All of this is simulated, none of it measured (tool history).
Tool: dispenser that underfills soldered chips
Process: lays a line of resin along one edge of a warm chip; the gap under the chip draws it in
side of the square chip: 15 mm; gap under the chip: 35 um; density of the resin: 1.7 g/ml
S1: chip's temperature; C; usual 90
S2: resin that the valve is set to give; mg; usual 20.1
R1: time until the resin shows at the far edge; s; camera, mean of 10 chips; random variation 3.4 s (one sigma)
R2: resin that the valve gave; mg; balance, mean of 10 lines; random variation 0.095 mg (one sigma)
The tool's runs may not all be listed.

| run | hour | S1 | S2 | R1 | R2 |
|---|---|---|---|---|---|
| 1 | 0 | 90 | 20.1 | 395.6 | 20.12 |
| 2 | 3.8 | 90 | 20.1 | 436.5 | 19.58 |
|  | 7.7 | new syringe of resin |
| 3 | 9.6 | 90 | 20.1 | 361.5 | 19.88 |
| 4 | 15.2 | 90 | 17.9 | 428.6 | 17.33 |
| 5 | 19 | 83 | 20.1 | 578.1 | 19.48 |
|  | 21.1 | new syringe of resin |
| 6 | 22.8 | 83 | 20.1 | 439.7 | 19.66 |
| 7 | 25.3 | 83 | 20.1 | 473.1 | 19.49 |
| 8 | 27.7 | 90 | 21.9 | 397 | 21.21 |
| 9 | 32.3 | 90 | 20.1 | 455.3 | 19.48 |
|  | 34.4 | new syringe of resin |
| 10 | 37.7 | 90 | 20.1 | 376.8 | 19.37 |
| 11 | 40.3 | 90 | 20.1 | 402.5 | 19.28 |
| 12 | 45.2 | 90 | 20.1 | 462.3 | 19.22 |
|  | 47.7 | new syringe of resin |
| 13 | 49.5 | 78 | 20.1 | 526.5 | 19.38 |
| 14 | 53.2 | 84 | 20.1 | 473.7 | 19.17 |
| 15 | 58.3 | 88 | 19.9 | 488.3 | 18.95 |
|  | 61.1 | new syringe of resin |
| 16 | 64 | 88 | 19.9 | 389.4 | 18.91 |
| 17 | 68.9 | 88 | 19.9 | 436.6 | 18.9 |
| 18 | 72.9 | 88 | 19.9 | 492.9 | 18.77 |
|  | 74.4 | new syringe of resin |
|  | 76.9 | dispensing valve cleaned and set on the balance |
| 19 | 79.4 | 77 | 18.6 | 578 | 18.6 |
| 20 | 85 | 77 | 18.6 | 663.9 | 18.41 |
|  | 88.5 | new syringe of resin |
| 21 | 90.7 | 77 | 18.6 | 540.4 | 18.54 |
| 22 | 95.2 | 100 | 19.6 | 291.4 | 19.37 |
| 23 | 98 | 98 | 23.5 | 324.5 | 23.19 |
|  | 101.9 | new syringe of resin |
| 24 | 102.5 | 85 | 20.1 | 396.6 | 19.85 |

Forecast each of these 4 alternatives for the next run:
| A | 105 | 87 | 20.1 | ? | ? |
| B | 105 | 91 | 20 | ? | ? |
| C | 105 | 92 | 20.1 | ? | ? |
| D | 105 | 85 | 24.6 | ? | ? |

| run | R1 | R2 |
|---|---|---|
| A | 401 | 19.86 |
| B | 350.5 | 19.74 |
| C | 340.5 | 19.76 |
| D | 417.9 | 24.29 |
Without the tool's hidden state the same runs would have given:
| run | R1 | R2 |
|---|---|---|
| A | 368.1 | 20.16 |
| B | 321.7 | 20.04 |
| C | 312.5 | 20.06 |
| D | 384.3 | 24.65 |

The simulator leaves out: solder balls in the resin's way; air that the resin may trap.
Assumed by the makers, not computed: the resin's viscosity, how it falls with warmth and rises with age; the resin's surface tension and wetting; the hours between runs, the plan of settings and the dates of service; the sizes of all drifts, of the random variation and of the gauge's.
